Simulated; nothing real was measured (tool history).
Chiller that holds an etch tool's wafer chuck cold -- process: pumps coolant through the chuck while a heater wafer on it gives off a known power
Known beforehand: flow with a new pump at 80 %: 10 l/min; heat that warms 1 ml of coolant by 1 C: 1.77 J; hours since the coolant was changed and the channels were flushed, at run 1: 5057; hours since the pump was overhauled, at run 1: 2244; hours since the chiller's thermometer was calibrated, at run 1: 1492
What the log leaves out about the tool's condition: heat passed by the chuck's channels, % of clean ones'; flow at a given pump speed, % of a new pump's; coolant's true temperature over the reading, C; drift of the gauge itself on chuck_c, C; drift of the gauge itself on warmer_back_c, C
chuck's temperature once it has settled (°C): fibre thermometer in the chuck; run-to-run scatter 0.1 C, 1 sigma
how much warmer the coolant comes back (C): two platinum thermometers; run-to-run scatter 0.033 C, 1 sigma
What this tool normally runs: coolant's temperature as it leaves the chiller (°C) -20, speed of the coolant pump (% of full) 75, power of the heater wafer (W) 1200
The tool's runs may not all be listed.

run	day	coolant's temperature as it leaves the chiller (°C)	speed of the coolant pump (% of full)	power of the heater wafer (W)	hours since the coolant was changed and the channels were flushed	hours since the pump was overhauled	hours since the chiller's thermometer was calibrated	chuck's temperature once it has settled (°C)	how much warmer the coolant comes back (C)
1	0.000	-20	75	1200	5057	2244	1492	-5.3	4.35
# day 1.921: coolant changed, channels flushed
2	4.375	-20	75	1516	59	2343	1591	-1.5	5.47
3	7.788	-20	75	1516	141	2424	1673	-1.6	5.47
4	12.571	-20	75	1200	256	2539	1788	-5.3	4.40
5	16.625	-20	75	1200	353	2637	1885	-5.2	4.39
6	20.554	-20	75	1200	447	2731	1980	-5.2	4.32
7	22.738	-20	75	1200	500	2783	2032	-5.3	4.32
8	25.692	-20	75	1200	570	2854	2103	-5.4	4.30
# day 27.312: chiller's thermometer calibrated
9	30.483	-22	75	1200	684	2968	76	-7.2	4.29
10	33.629	-20	87	1200	760	3044	152	-7.0	3.65
11	36.438	-20	87	828	827	3111	219	-11.2	2.59
12	41.400	-25	85	1674	946	3230	338	-6.4	5.33
13	43.912	-25	85	1674	1007	3290	398	-6.6	5.30
14	46.425	-25	85	1674	1067	3351	459	-6.7	5.35
15	49.275	-25	85	1674	1135	3419	527	-6.5	5.32
16	54.054	-17	75	1200	1250	3534	642	-2.2	4.32
17	59.092	-20	68	652	1371	3655	763	-11.2	2.58
18	63.025	-30	97	1200	1466	3749	857	-18.2	3.34
19	66.129	-30	97	1200	1540	3824	932	-18.3	3.38

Across each entry between runs, compare the hidden state at the last listed run before it with the hidden state at the first listed run after it:
Between runs 1 and 2: coolant changed, channels flushed (day 1.921)
  heat passed by the chuck's channels, % of clean ones': 99.9 -> 100
Between runs 8 and 9: chiller's thermometer calibrated (day 27.312)
  no hidden state differs between the two runs
